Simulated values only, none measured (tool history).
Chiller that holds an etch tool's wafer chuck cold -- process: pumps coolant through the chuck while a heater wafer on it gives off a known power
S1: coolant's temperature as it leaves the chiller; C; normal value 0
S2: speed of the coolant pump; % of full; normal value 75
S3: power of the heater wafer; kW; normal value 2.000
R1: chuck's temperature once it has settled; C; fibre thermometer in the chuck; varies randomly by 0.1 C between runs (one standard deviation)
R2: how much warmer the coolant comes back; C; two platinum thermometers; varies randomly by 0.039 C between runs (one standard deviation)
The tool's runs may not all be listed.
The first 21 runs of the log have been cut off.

{"run": 22, "day": 132.838, "S1": -8, "S2": 75, "S3": 1.301, "R1": 5.6, "R2": 5.81}
{"run": 23, "day": 142.217, "S1": -7, "S2": 72, "S3": 1.301, "R1": 7.0, "R2": 6.16}
{"run": 24, "day": 146.621, "S1": -7, "S2": 72, "S3": 1.301, "R1": 7.0, "R2": 6.1}
{"run": 25, "day": 153.675, "S1": -8, "S2": 75, "S3": 2.0, "R1": 13.0, "R2": 8.81}
{"run": 26, "day": 162.646, "S1": 7, "S2": 75, "S3": 1.886, "R1": 26.7, "R2": 8.44}
{"run": 27, "day": 169.858, "S1": -1, "S2": 85, "S3": 2.0, "R1": 17.8, "R2": 7.83}
{"run": 28, "day": 179.454, "S1": -8, "S2": 85, "S3": 2.136, "R1": 12.3, "R2": 8.38}
{"run": 29, "day": 184.146, "S1": 4, "S2": 67, "S3": 2.227, "R1": 29.6, "R2": 11.07}
{"run": 30, "day": 190.792, "S1": 4, "S2": 67, "S3": 2.227, "R1": 29.6, "R2": 11.08}
{"day": 199.558, "done": "gauge calibrated"}
{"run": 31, "day": 200.275, "S1": 4, "S2": 75, "S3": 2.606, "R1": 31.4, "R2": 11.17}
{"run": 32, "day": 208.583, "S1": 7, "S2": 62, "S3": 1.328, "R1": 23.2, "R2": 6.89}

Below are 4 alternative next runs, each starting from the tool's condition after run 32. Predict each:
{"run": "A", "day": 212.808, "S1": 6, "S2": 62, "S3": 2.124, "R1": "?", "R2": "?"}
{"run": "B", "day": 212.808, "S1": 3, "S2": 62, "S3": 1.328, "R1": "?", "R2": "?"}
{"run": "C", "day": 212.808, "S1": -9, "S2": 75, "S3": 2.0, "R1": "?", "R2": "?"}
{"run": "D", "day": 212.808, "S1": 5, "S2": 69, "S3": 2.0, "R1": "?", "R2": "?"}

run=A R1=31.9 R2=11.12
run=B R1=19.1 R2=6.92
run=C R1=11.8 R2=8.59
run=D R1=27.4 R2=9.33
With no hidden state in the tool, these same runs would have given:
run=A R1=31.9 R2=11.09
run=B R1=19.1 R2=6.89
run=C R1=11.8 R2=8.56
run=D R1=27.3 R2=9.30
